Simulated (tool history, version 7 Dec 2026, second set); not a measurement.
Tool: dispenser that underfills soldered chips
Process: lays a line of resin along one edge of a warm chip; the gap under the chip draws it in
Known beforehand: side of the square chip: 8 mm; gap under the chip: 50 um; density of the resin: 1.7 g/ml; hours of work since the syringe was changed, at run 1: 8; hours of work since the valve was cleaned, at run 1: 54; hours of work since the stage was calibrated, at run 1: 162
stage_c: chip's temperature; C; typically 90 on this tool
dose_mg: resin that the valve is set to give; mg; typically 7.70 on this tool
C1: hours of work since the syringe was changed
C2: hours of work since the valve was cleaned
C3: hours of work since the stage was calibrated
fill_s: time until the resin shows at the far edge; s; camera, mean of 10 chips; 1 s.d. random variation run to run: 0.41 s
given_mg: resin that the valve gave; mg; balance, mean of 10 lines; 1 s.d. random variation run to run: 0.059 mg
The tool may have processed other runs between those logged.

run 1 hour=0.0 | stage_c=90 dose_mg=7.70 | C1=8 C2=54 C3=162 | fill_s=56.6 given_mg=7.34
-- hour=2.2 new syringe of resin
run 2 hour=15.6 | stage_c=90 dose_mg=7.22 | C1=8 C2=64 C3=171 | fill_s=58.6 given_mg=6.77
-- hour=18.5 new syringe of resin
run 3 hour=26.2 | stage_c=95 dose_mg=7.22 | C1=5 C2=70 C3=178 | fill_s=37.3 given_mg=6.79
-- hour=33.7 new syringe of resin
run 4 hour=33.7 | stage_c=95 dose_mg=7.22 | C1=0 C2=75 C3=182 | fill_s=25.1 given_mg=6.58
run 5 hour=44.5 | stage_c=95 dose_mg=7.22 | C1=7 C2=82 C3=189 | fill_s=43.1 given_mg=6.66
-- hour=49.2 new syringe of resin
run 6 hour=59.7 | stage_c=95 dose_mg=7.22 | C1=7 C2=91 C3=198 | fill_s=42.3 given_mg=6.66
-- hour=65.2 new syringe of resin
-- hour=73.2 dispensing valve cleaned and set on the balance
run 7 hour=76.0 | stage_c=95 dose_mg=7.22 | C1=6 C2=2 C3=208 | fill_s=40.7 given_mg=7.30
-- hour=81.3 new syringe of resin
run 8 hour=86.3 | stage_c=95 dose_mg=7.22 | C1=3 C2=8 C3=214 | fill_s=31.3 given_mg=7.15
-- hour=97.5 new syringe of resin
run 9 hour=101.5 | stage_c=95 dose_mg=7.22 | C1=2 C2=17 C3=223 | fill_s=29.9 given_mg=7.03
run 10 hour=109.8 | stage_c=95 dose_mg=7.70 | C1=8 C2=22 C3=228 | fill_s=44.9 given_mg=7.61
-- hour=112.9 new syringe of resin
run 11 hour=119.3 | stage_c=92 dose_mg=7.70 | C1=4 C2=28 C3=234 | fill_s=37.7 given_mg=7.43
run 12 hour=125.9 | stage_c=92 dose_mg=7.70 | C1=8 C2=32 C3=238 | fill_s=52.4 given_mg=7.42
-- hour=129.0 new syringe of resin
run 13 hour=136.3 | stage_c=98 dose_mg=7.70 | C1=5 C2=39 C3=244 | fill_s=31.6 given_mg=7.29
-- hour=144.3 new syringe of resin
run 14 hour=146.7 | stage_c=98 dose_mg=7.70 | C1=2 C2=45 C3=251 | fill_s=25.4 given_mg=7.33
run 15 hour=154.4 | stage_c=98 dose_mg=7.70 | C1=6 C2=50 C3=255 | fill_s=37.3 given_mg=7.30
-- hour=159.8 new syringe of resin
run 16 hour=167.8 | stage_c=75 dose_mg=8.17 | C1=5 C2=58 C3=264 | fill_s=80.2 given_mg=7.87
-- hour=175.0 new syringe of resin
run 17 hour=177.4 | stage_c=91 dose_mg=9.00 | C1=1 C2=64 C3=269 | fill_s=30.4 given_mg=8.50
run 18 hour=189.3 | stage_c=88 dose_mg=7.92 | C1=9 C2=71 C3=277 | fill_s=64.4 given_mg=7.48
-- hour=190.4 new syringe of resin
run 19 hour=197.8 | stage_c=75 dose_mg=9.26 | C1=5 C2=76 C3=282 | fill_s=75.1 given_mg=8.69
-- hour=205.6 new syringe of resin
run 20 hour=212.5 | stage_c=93 dose_mg=9.93 | C1=4 C2=85 C3=291 | fill_s=36.7 given_mg=9.21
run 21 hour=218.9 | stage_c=98 dose_mg=9.71 | C1=8 C2=89 C3=295 | fill_s=42.6 given_mg=8.84
-- hour=221.5 new syringe of resin
run 22 hour=231.7 | stage_c=90 dose_mg=9.71 | C1=6 C2=97 C3=303 | fill_s=49.1 given_mg=8.92
-- hour=235.9 dispensing valve cleaned and set on the balance
-- hour=238.3 new syringe of resin
run 23 hour=245.3 | stage_c=94 dose_mg=7.74 | C1=4 C2=6 C3=310 | fill_s=36.4 given_mg=7.69
-- hour=254.2 new syringe of resin
run 24 hour=257.1 | stage_c=94 dose_mg=8.66 | C1=2 C2=13 C3=318 | fill_s=28.6 given_mg=8.56
-- hour=269.4 new syringe of resin
run 25 hour=269.8 | stage_c=87 dose_mg=7.32 | C1=0 C2=21 C3=325 | fill_s=34.3 given_mg=7.10
run 26 hour=280.5 | stage_c=85 dose_mg=6.75 | C1=7 C2=27 C3=332 | fill_s=66.1 given_mg=6.62
-- hour=285.3 new syringe of resin
run 27 hour=292.6 | stage_c=94 dose_mg=6.69 | C1=5 C2=35 C3=339 | fill_s=39.2 given_mg=6.48
-- hour=301.3 new syringe of resin
run 28 hour=303.5 | stage_c=94 dose_mg=6.69 | C1=1 C2=41 C3=346 | fill_s=30.2 given_mg=6.45
-- hour=316.8 new syringe of resin
run 29 hour=317.7 | stage_c=100 dose_mg=8.16 | C1=1 C2=50 C3=355 | fill_s=22.1 given_mg=7.86

For some of the steps in fill_s from one run to the next: how much would appear even if the tool had no hidden state, given the settings, what came in and random variation, and how much remains for the hidden state plus any gauge scatter that the measured result and the result without hidden state don't share?
Hidden state present: resin's viscosity, % of fresh resin's; dose that the valve gives, % of what is set; true chip temperature over the reading, C; drift of the gauge itself on fill_s, %; drift of the gauge itself on given_mg, %.
Run 15 -> 16: stage_c 98 -> 75, dose_mg 7.70 -> 8.17, new syringe of resin. fill_s +42.9 s: hidden state +13.9, all else +29.0.
Run 16 -> 17: stage_c 75 -> 91, dose_mg 8.17 -> 9.00, new syringe of resin. fill_s -49.8 s: hidden state -26.0, all else -23.8.
Run 17 -> 18: stage_c 91 -> 88, dose_mg 9.00 -> 7.92. fill_s +34.0 s: hidden state +30.0, all else +4.0.
Run 25 -> 26: stage_c 87 -> 85, dose_mg 7.32 -> 6.75. fill_s +31.8 s: hidden state +28.4, all else +3.4.

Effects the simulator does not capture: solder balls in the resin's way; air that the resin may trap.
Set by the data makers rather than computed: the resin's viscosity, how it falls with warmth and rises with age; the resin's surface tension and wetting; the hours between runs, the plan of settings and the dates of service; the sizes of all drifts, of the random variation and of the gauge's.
